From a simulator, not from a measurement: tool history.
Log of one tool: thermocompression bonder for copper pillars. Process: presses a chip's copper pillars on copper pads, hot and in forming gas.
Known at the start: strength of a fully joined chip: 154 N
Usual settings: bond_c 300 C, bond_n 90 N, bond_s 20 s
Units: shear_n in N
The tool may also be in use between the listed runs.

{"run": 1, "hour": 0.0, "bond_c": 300, "bond_n": 90, "bond_s": 20, "shear_n": 81.8}
{"run": 2, "hour": 29.2, "bond_c": 300, "bond_n": 90, "bond_s": 20, "shear_n": 81.2}
{"run": 3, "hour": 54.8, "bond_c": 300, "bond_n": 90, "bond_s": 20, "shear_n": 80.9}
{"run": 4, "hour": 69.6, "bond_c": 300, "bond_n": 90, "bond_s": 56, "shear_n": 107.3}
{"hour": 92.6, "done": "heater calibrated with a thermocouple chip"}
{"run": 5, "hour": 93.6, "bond_c": 300, "bond_n": 90, "bond_s": 56, "shear_n": 116.4}
{"run": 6, "hour": 115.3, "bond_c": 292, "bond_n": 103, "bond_s": 28, "shear_n": 99.7}
{"run": 7, "hour": 144.2, "bond_c": 302, "bond_n": 115, "bond_s": 28, "shear_n": 114.1}
{"run": 8, "hour": 177.5, "bond_c": 302, "bond_n": 115, "bond_s": 28, "shear_n": 112.9}
{"run": 9, "hour": 196.6, "bond_c": 322, "bond_n": 55, "bond_s": 10, "shear_n": 55.5}
{"run": 10, "hour": 221.9, "bond_c": 279, "bond_n": 90, "bond_s": 55, "shear_n": 96.6}

Forecast each of these 5 alternatives for the next run:
{"run": "A", "hour": 244.7, "bond_c": 300, "bond_n": 90, "bond_s": 44, "shear_n": "?"}
{"run": "B", "hour": 244.7, "bond_c": 272, "bond_n": 90, "bond_s": 20, "shear_n": "?"}
{"run": "C", "hour": 244.7, "bond_c": 310, "bond_n": 127, "bond_s": 20, "shear_n": "?"}
{"run": "D", "hour": 244.7, "bond_c": 300, "bond_n": 96, "bond_s": 20, "shear_n": "?"}
{"run": "E", "hour": 244.7, "bond_c": 316, "bond_n": 90, "bond_s": 20, "shear_n": "?"}

run=A shear_n=106.2
run=B shear_n=62.8
run=C shear_n=115.4
run=D shear_n=89.5
run=E shear_n=96.8
Without the tool's hidden state the same runs would have given:
run=A shear_n=112.7
run=B shear_n=67
run=C shear_n=122.4
run=D shear_n=95.2
run=E shear_n=102.9
